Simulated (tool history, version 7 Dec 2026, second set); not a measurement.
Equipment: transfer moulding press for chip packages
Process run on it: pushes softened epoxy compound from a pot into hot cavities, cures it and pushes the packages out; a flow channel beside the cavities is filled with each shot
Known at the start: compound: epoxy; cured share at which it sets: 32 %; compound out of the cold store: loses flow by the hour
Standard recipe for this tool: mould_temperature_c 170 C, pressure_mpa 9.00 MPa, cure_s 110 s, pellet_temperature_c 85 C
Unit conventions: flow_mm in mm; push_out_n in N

run    hour  mould_temperature_c  pressure_mpa  cure_s  pellet_temperature_c  incoming compound's hours out of the cold store  flow_mm  push_out_n
  1     0.0                  170          9.00     110                    85                                             38.7      851         436
       34.8  -- cavities cleaned with cleaning compound and waxed
  2    59.0                  170          9.00      99                    85                                             47.8      805         486
      102.0  -- cavities cleaned with cleaning compound and waxed
  3   112.8                  177          9.00     110                    85                                             30.9      860         378
  4   156.8                  173          9.00     110                    85                                             10.7      973         421
      168.6  -- cavities cleaned with cleaning compound and waxed
  5   186.9                  173          9.00     110                    85                                             27.4      895         410
      235.7  -- cavities cleaned with cleaning compound and waxed
  6   252.4                  165          9.00     110                    85                                              8.8     1027         621
      269.4  -- plunger's sealing rings changed
  7   291.0                  170          9.00     110                    85                                             32.6      882         458
      305.6  -- cavities cleaned with cleaning compound and waxed
  8   336.1                  170         10.10     110                    85                                             19.6     1007         457
      370.4  -- cavities cleaned with cleaning compound and waxed
  9   380.6                  170         10.10     110                    85                                             16.8     1020         470
 10   415.4                  170          9.00     109                    85                                             28.7      898         460
      435.5  -- cavities cleaned with cleaning compound and waxed
 11   476.4                  170          9.00     109                    85                                             18.7      955         465
      500.9  -- cavities cleaned with cleaning compound and waxed
 12   526.5                  170          9.00     109                    85                                             39.5      836         459
      559.3  -- mould's thermocouples calibrated
 13   561.3                  170          9.00     110                    81                                             15.3      971         461
      567.6  -- cavities cleaned with cleaning compound and waxed
 14   602.2                  170          9.00     110                    85                                             34.9      864         449
      633.6  -- cavities cleaned with cleaning compound and waxed
 15   637.5                  175          8.49     119                    86                                             21.7      886         411
      699.2  -- cavities cleaned with cleaning compound and waxed
 16   699.2                  170          9.34     140                    85                                             25.9      927         389
      736.4  -- plunger's sealing rings changed
 17   738.0                  170         10.29     132                    92                                             45.0      871         402
      769.6  -- cavities cleaned with cleaning compound and waxed
 18   773.7                  170         10.29     132                    92                                             41.4      893         383
 19   811.1                  170         10.29     132                    92                                             18.7     1018         404
      837.6  -- cavities cleaned with cleaning compound and waxed
 20   841.5                  166          9.97     114                    91                                             16.8     1028         512
 21   877.4                  164         10.73     110                    86                                             12.7     1112         634
      902.3  -- cavities cleaned with cleaning compound and waxed
 22   929.8                  173          9.00     141                    81                                             39.0      839         379
      968.7  -- cavities cleaned with cleaning compound and waxed
 23   968.8                  170          9.07     126                    83                                             42.1      829         389
 24  1029.4                  170          8.17     137                    85                                             38.9      796         396
     1035.0  -- cavities cleaned with cleaning compound and waxed
 25  1091.8                  170          8.17     137                    85                                             38.5      804         408
     1103.0  -- cavities cleaned with cleaning compound and waxed
 26  1141.9                  167          9.00     110                    89                                             19.1      954         497
     1169.7  -- cavities cleaned with cleaning compound and waxed
 27  1180.0                  167          9.00     110                    89                                             24.8      930         480

4 ways to go on from here, each from the tool as it stands after run 27. What would each give?
     1199.3  -- plunger's sealing rings changed
     1238.8  -- cavities cleaned with cleaning compound and waxed
  A  1246.2                  170          9.00     110                    89                                             25.1        ?           ?
     1199.3  -- plunger's sealing rings changed
     1238.8  -- cavities cleaned with cleaning compound and waxed
  B  1246.2                  169          6.94     110                    79                                             12.4        ?           ?
     1199.3  -- plunger's sealing rings changed
     1238.8  -- cavities cleaned with cleaning compound and waxed
  C  1246.2                  170          9.00     125                    85                                             19.4        ?           ?
     1199.3  -- plunger's sealing rings changed
     1238.8  -- cavities cleaned with cleaning compound and waxed
  D  1246.2                  162          9.00      94                    77                                             45.9        ?           ?

run  flow_mm  push_out_n
  A      919         458
  B      868         476
  C      944         408
  D      843         914
What these runs would have given with no unlogged condition in the tool:
run  flow_mm  push_out_n
  A      919         457
  B      868         474
  C      944         407
  D      843         912

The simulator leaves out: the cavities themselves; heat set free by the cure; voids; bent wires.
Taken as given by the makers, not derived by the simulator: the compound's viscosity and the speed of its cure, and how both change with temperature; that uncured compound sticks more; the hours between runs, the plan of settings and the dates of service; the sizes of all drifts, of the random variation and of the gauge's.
